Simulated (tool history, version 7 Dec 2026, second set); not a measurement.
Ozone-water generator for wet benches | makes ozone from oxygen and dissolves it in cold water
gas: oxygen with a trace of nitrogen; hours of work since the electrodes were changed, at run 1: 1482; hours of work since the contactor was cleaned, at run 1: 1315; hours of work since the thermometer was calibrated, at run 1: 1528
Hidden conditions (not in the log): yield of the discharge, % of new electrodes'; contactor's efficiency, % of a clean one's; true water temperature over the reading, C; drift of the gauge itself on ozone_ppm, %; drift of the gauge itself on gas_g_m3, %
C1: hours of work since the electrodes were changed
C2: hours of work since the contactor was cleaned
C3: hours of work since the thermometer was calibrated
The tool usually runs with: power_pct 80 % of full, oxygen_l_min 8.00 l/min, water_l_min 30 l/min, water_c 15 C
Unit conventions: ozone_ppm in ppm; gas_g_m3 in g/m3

Run 1, hour 0.0: usual settings; C1 1482; C2 1315; C3 1528. Result: ozone_ppm 32.6 ppm, gas_g_m3 247.4 g/m3.
Run 2, hour 76.3: usual settings; C1 1555; C2 1388; C3 1602. Result: ozone_ppm 31.9 ppm, gas_g_m3 248.0 g/m3.
Run 3, hour 170.8: usual settings but water_l_min 44 l/min; C1 1647; C2 1480; C3 1693. Result: ozone_ppm 23.8 ppm, gas_g_m3 249.2 g/m3.
Run 4, hour 256.2: usual settings but water_l_min 44 l/min; C1 1729; C2 1562; C3 1775. Result: ozone_ppm 23.7 ppm, gas_g_m3 247.8 g/m3.
Run 5, hour 312.2: usual settings but water_l_min 44 l/min; C1 1783; C2 1616; C3 1829. Result: ozone_ppm 23.7 ppm, gas_g_m3 248.1 g/m3.
Run 6, hour 355.7: usual settings but water_l_min 44 l/min; C1 1825; C2 1658; C3 1871. Result: ozone_ppm 23.3 ppm, gas_g_m3 246.6 g/m3.
Run 7, hour 451.9: usual settings; C1 1918; C2 1751; C3 1964. Result: ozone_ppm 32.2 ppm, gas_g_m3 247.8 g/m3.
Run 8, hour 499.2: usual settings; C1 1964; C2 1797; C3 2010. Result: ozone_ppm 32.0 ppm, gas_g_m3 246.0 g/m3.
Run 9, hour 562.0: usual settings; C1 2025; C2 1857; C3 2071. Result: ozone_ppm 32.3 ppm, gas_g_m3 244.0 g/m3.
Run 10, hour 634.0: usual settings but oxygen_l_min 12.08 l/min; C1 2094; C2 1927; C3 2140. Result: ozone_ppm 30.9 ppm, gas_g_m3 189.1 g/m3.
Run 11, hour 725.9: usual settings but water_l_min 41 l/min; C1 2183; C2 2016; C3 2229. Result: ozone_ppm 24.9 ppm, gas_g_m3 250.6 g/m3.
Run 12, hour 806.6: usual settings but oxygen_l_min 5.03 l/min, water_c 21 C; C1 2261; C2 2094; C3 2307. Result: ozone_ppm 30.4 ppm, gas_g_m3 328.7 g/m3.
Run 13, hour 908.1: usual settings but oxygen_l_min 5.03 l/min, water_l_min 41 l/min, water_c 13 C; C1 2359; C2 2192; C3 2405. Result: ozone_ppm 24.9 ppm, gas_g_m3 329.5 g/m3.
Run 14, hour 973.3: usual settings but oxygen_l_min 5.03 l/min, water_l_min 41 l/min, water_c 13 C; C1 2422; C2 2255; C3 2468. Result: ozone_ppm 25.2 ppm, gas_g_m3 330.0 g/m3.
Run 15, hour 1037.3: usual settings but oxygen_l_min 7.24 l/min, water_l_min 20 l/min, water_c 18 C; C1 2484; C2 2317; C3 2530. Result: ozone_ppm 40.7 ppm, gas_g_m3 264.8 g/m3.
Run 16, hour 1137.9: usual settings but power_pct 64 % of full, water_l_min 35 l/min, water_c 12 C; C1 2581; C2 2414; C3 2627. Result: ozone_ppm 26.3 ppm, gas_g_m3 217.5 g/m3.

Below are 4 alternative next runs, each starting from the tool's condition after run 16. Predict each:
Run A, hour 1210.9: usual settings but power_pct 46 % of full, oxygen_l_min 6.09 l/min, water_l_min 35 l/min, water_c 10 C; C1 2651; C2 2484; C3 2698. Result: ozone_ppm ?, gas_g_m3 ?.
Run B, hour 1210.9: usual settings but power_pct 64 % of full, oxygen_l_min 9.56 l/min, water_l_min 27 l/min, water_c 14 C; C1 2651; C2 2484; C3 2698. Result: ozone_ppm ?, gas_g_m3 ?.
Run C, hour 1210.9: usual settings but power_pct 49 % of full, water_c 12 C; C1 2651; C2 2484; C3 2698. Result: ozone_ppm ?, gas_g_m3 ?.
Run D, hour 1210.9: usual settings but power_pct 60 % of full, oxygen_l_min 6.09 l/min, water_l_min 41 l/min; C1 2651; C2 2484; C3 2698. Result: ozone_ppm ?, gas_g_m3 ?.

run  ozone_ppm  gas_g_m3
  A       21.5     211.1
  B       30.0     193.7
  C       25.2     184.4
  D       20.6     248.9
Stripped of hidden state, with their random variation kept, the same runs would have yielded:
run  ozone_ppm  gas_g_m3
  A       21.5     211.2
  B       30.0     193.7
  C       25.2     184.5
  D       20.6     249.0
